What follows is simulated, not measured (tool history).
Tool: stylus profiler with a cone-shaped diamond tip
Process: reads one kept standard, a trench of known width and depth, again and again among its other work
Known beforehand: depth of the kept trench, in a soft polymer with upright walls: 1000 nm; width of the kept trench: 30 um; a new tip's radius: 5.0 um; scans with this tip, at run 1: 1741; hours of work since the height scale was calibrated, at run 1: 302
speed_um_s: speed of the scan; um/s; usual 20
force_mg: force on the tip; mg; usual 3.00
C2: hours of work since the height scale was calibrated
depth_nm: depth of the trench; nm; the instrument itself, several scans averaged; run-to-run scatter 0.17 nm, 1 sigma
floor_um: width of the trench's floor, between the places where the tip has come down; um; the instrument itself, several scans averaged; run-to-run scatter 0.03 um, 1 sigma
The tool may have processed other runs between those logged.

{"run": 1, "day": 0.0, "speed_um_s": 20, "force_mg": 3.0, "scans with this tip": 1741, "C2": 302, "depth_nm": 1014.71, "floor_um": 23.79}
{"run": 2, "day": 1.05, "speed_um_s": 20, "force_mg": 3.0, "scans with this tip": 1856, "C2": 322, "depth_nm": 1015.34, "floor_um": 23.8}
{"run": 3, "day": 1.546, "speed_um_s": 20, "force_mg": 3.0, "scans with this tip": 1910, "C2": 331, "depth_nm": 1015.15, "floor_um": 23.8}
{"run": 4, "day": 2.033, "speed_um_s": 20, "force_mg": 3.0, "scans with this tip": 1964, "C2": 341, "depth_nm": 1015.23, "floor_um": 23.7}
{"run": 5, "day": 2.888, "speed_um_s": 14, "force_mg": 3.0, "scans with this tip": 2057, "C2": 357, "depth_nm": 1014.91, "floor_um": 23.71}
{"run": 6, "day": 3.583, "speed_um_s": 6, "force_mg": 3.0, "scans with this tip": 2134, "C2": 370, "depth_nm": 1015.07, "floor_um": 23.75}
{"run": 7, "day": 4.633, "speed_um_s": 6, "force_mg": 3.0, "scans with this tip": 2249, "C2": 390, "depth_nm": 1015.53, "floor_um": 23.76}
{"run": 8, "day": 5.567, "speed_um_s": 28, "force_mg": 3.0, "scans with this tip": 2352, "C2": 408, "depth_nm": 1015.03, "floor_um": 23.69}
{"run": 9, "day": 6.604, "speed_um_s": 28, "force_mg": 3.0, "scans with this tip": 2465, "C2": 428, "depth_nm": 1015.4, "floor_um": 23.68}
{"run": 10, "day": 7.704, "speed_um_s": 28, "force_mg": 3.0, "scans with this tip": 2586, "C2": 449, "depth_nm": 1015.36, "floor_um": 23.64}
{"run": 11, "day": 8.375, "speed_um_s": 20, "force_mg": 3.0, "scans with this tip": 2659, "C2": 461, "depth_nm": 1015.62, "floor_um": 23.67}
{"run": 12, "day": 9.029, "speed_um_s": 20, "force_mg": 3.0, "scans with this tip": 2731, "C2": 474, "depth_nm": 1015.72, "floor_um": 23.66}
{"run": 13, "day": 9.971, "speed_um_s": 20, "force_mg": 3.0, "scans with this tip": 2835, "C2": 492, "depth_nm": 1015.43, "floor_um": 23.66}
{"run": 14, "day": 10.696, "speed_um_s": 20, "force_mg": 3.0, "scans with this tip": 2914, "C2": 506, "depth_nm": 1015.3, "floor_um": 23.64}
{"run": 15, "day": 11.271, "speed_um_s": 14, "force_mg": 3.0, "scans with this tip": 2977, "C2": 517, "depth_nm": 1015.29, "floor_um": 23.66}
{"run": 16, "day": 12.117, "speed_um_s": 14, "force_mg": 3.0, "scans with this tip": 3070, "C2": 533, "depth_nm": 1015.42, "floor_um": 23.64}
{"run": 17, "day": 13.012, "speed_um_s": 14, "force_mg": 3.0, "scans with this tip": 3168, "C2": 550, "depth_nm": 1015.74, "floor_um": 23.67}
{"run": 18, "day": 13.575, "speed_um_s": 20, "force_mg": 3.0, "scans with this tip": 3230, "C2": 560, "depth_nm": 1015.51, "floor_um": 23.62}
{"run": 19, "day": 14.55, "speed_um_s": 20, "force_mg": 3.0, "scans with this tip": 3337, "C2": 579, "depth_nm": 1015.82, "floor_um": 23.65}
{"run": 20, "day": 15.083, "speed_um_s": 20, "force_mg": 3.0, "scans with this tip": 3395, "C2": 589, "depth_nm": 1015.53, "floor_um": 23.58}
{"run": 21, "day": 16.158, "speed_um_s": 20, "force_mg": 3.0, "scans with this tip": 3513, "C2": 610, "depth_nm": 1015.5, "floor_um": 23.53}
{"run": 22, "day": 17.017, "speed_um_s": 20, "force_mg": 3.0, "scans with this tip": 3608, "C2": 626, "depth_nm": 1016.13, "floor_um": 23.56}
{"run": 23, "day": 17.571, "speed_um_s": 20, "force_mg": 3.0, "scans with this tip": 3669, "C2": 636, "depth_nm": 1015.85, "floor_um": 23.53}
{"run": 24, "day": 18.512, "speed_um_s": 20, "force_mg": 1.03, "scans with this tip": 3772, "C2": 654, "depth_nm": 1008.38, "floor_um": 23.51}
{"run": 25, "day": 19.033, "speed_um_s": 20, "force_mg": 1.03, "scans with this tip": 3829, "C2": 664, "depth_nm": 1008.34, "floor_um": 23.51}
{"run": 26, "day": 20.054, "speed_um_s": 20, "force_mg": 1.03, "scans with this tip": 3941, "C2": 684, "depth_nm": 1008.76, "floor_um": 23.45}
{"run": 27, "day": 21.004, "speed_um_s": 12, "force_mg": 6.68, "scans with this tip": 4045, "C2": 702, "depth_nm": 1026.12, "floor_um": 23.5}
{"run": 28, "day": 21.629, "speed_um_s": 73, "force_mg": 2.98, "scans with this tip": 4114, "C2": 714, "depth_nm": 1015.69, "floor_um": 23.35}
{"run": 29, "day": 22.142, "speed_um_s": 10, "force_mg": 2.98, "scans with this tip": 4170, "C2": 723, "depth_nm": 1015.93, "floor_um": 23.55}
{"run": 30, "day": 23.05, "speed_um_s": 41, "force_mg": 1.22, "scans with this tip": 4270, "C2": 741, "depth_nm": 1009.3, "floor_um": 23.33}
{"run": 31, "day": 23.671, "speed_um_s": 41, "force_mg": 1.22, "scans with this tip": 4338, "C2": 753, "depth_nm": 1009.58, "floor_um": 23.31}
{"run": 32, "day": 24.608, "speed_um_s": 48, "force_mg": 2.13, "scans with this tip": 4441, "C2": 770, "depth_nm": 1013.22, "floor_um": 23.38}
{"run": 33, "day": 25.212, "speed_um_s": 17, "force_mg": 4.08, "scans with this tip": 4507, "C2": 782, "depth_nm": 1019.61, "floor_um": 23.42}
{"run": 34, "day": 26.012, "speed_um_s": 10, "force_mg": 1.2, "scans with this tip": 4595, "C2": 797, "depth_nm": 1009.54, "floor_um": 23.53}
{"run": 35, "day": 26.9, "speed_um_s": 10, "force_mg": 1.2, "scans with this tip": 4692, "C2": 814, "depth_nm": 1009.38, "floor_um": 23.51}
{"run": 36, "day": 27.879, "speed_um_s": 9, "force_mg": 1.57, "scans with this tip": 4800, "C2": 833, "depth_nm": 1011.1, "floor_um": 23.49}
{"run": 37, "day": 28.538, "speed_um_s": 32, "force_mg": 1.69, "scans with this tip": 4872, "C2": 845, "depth_nm": 1011.62, "floor_um": 23.34}
{"run": 38, "day": 29.633, "speed_um_s": 5, "force_mg": 2.81, "scans with this tip": 4992, "C2": 866, "depth_nm": 1015.47, "floor_um": 23.48}
{"run": 39, "day": 30.158, "speed_um_s": 20, "force_mg": 1.14, "scans with this tip": 5050, "C2": 876, "depth_nm": 1009.47, "floor_um": 23.32}
{"run": 40, "day": 30.875, "speed_um_s": 69, "force_mg": 6.31, "scans with this tip": 5128, "C2": 890, "depth_nm": 1025.65, "floor_um": 23.3}
{"run": 41, "day": 31.742, "speed_um_s": 51, "force_mg": 1.11, "scans with this tip": 5223, "C2": 906, "depth_nm": 1009.06, "floor_um": 23.13}
{"run": 42, "day": 32.558, "speed_um_s": 35, "force_mg": 2.17, "scans with this tip": 5313, "C2": 922, "depth_nm": 1013.32, "floor_um": 23.28}
{"run": 43, "day": 33.446, "speed_um_s": 20, "force_mg": 2.49, "scans with this tip": 5410, "C2": 939, "depth_nm": 1014.72, "floor_um": 23.32}
{"run": 44, "day": 33.942, "speed_um_s": 20, "force_mg": 2.49, "scans with this tip": 5465, "C2": 948, "depth_nm": 1014.64, "floor_um": 23.33}
{"run": 45, "day": 34.904, "speed_um_s": 20, "force_mg": 2.49, "scans with this tip": 5570, "C2": 966, "depth_nm": 1014.94, "floor_um": 23.36}
{"run": 46, "day": 35.854, "speed_um_s": 9, "force_mg": 4.08, "scans with this tip": 5674, "C2": 984, "depth_nm": 1019.72, "floor_um": 23.38}

Here are 4 independent what-if runs from the current tool condition. What would each one return?
{"run": "A", "day": 36.762, "speed_um_s": 29, "force_mg": 3.57, "scans with this tip": 5774, "C2": 1002, "depth_nm": "?", "floor_um": "?"}
{"run": "B", "day": 36.762, "speed_um_s": 9, "force_mg": 1.71, "scans with this tip": 5774, "C2": 1002, "depth_nm": "?", "floor_um": "?"}
{"run": "C", "day": 36.762, "speed_um_s": 64, "force_mg": 1.09, "scans with this tip": 5774, "C2": 1002, "depth_nm": "?", "floor_um": "?"}
{"run": "D", "day": 36.762, "speed_um_s": 19, "force_mg": 4.08, "scans with this tip": 5774, "C2": 1002, "depth_nm": "?", "floor_um": "?"}

run=A depth_nm=1018.08 floor_um=23.32
run=B depth_nm=1011.96 floor_um=23.33
run=C depth_nm=1009.35 floor_um=22.98
run=D depth_nm=1019.62 floor_um=23.34
With the hidden condition removed and each run's random variation left untouched, the same runs would have given:
run=A depth_nm=1016.13 floor_um=23.93
run=B depth_nm=1010.01 floor_um=23.93
run=C depth_nm=1007.40 floor_um=23.58
run=D depth_nm=1017.66 floor_um=23.95
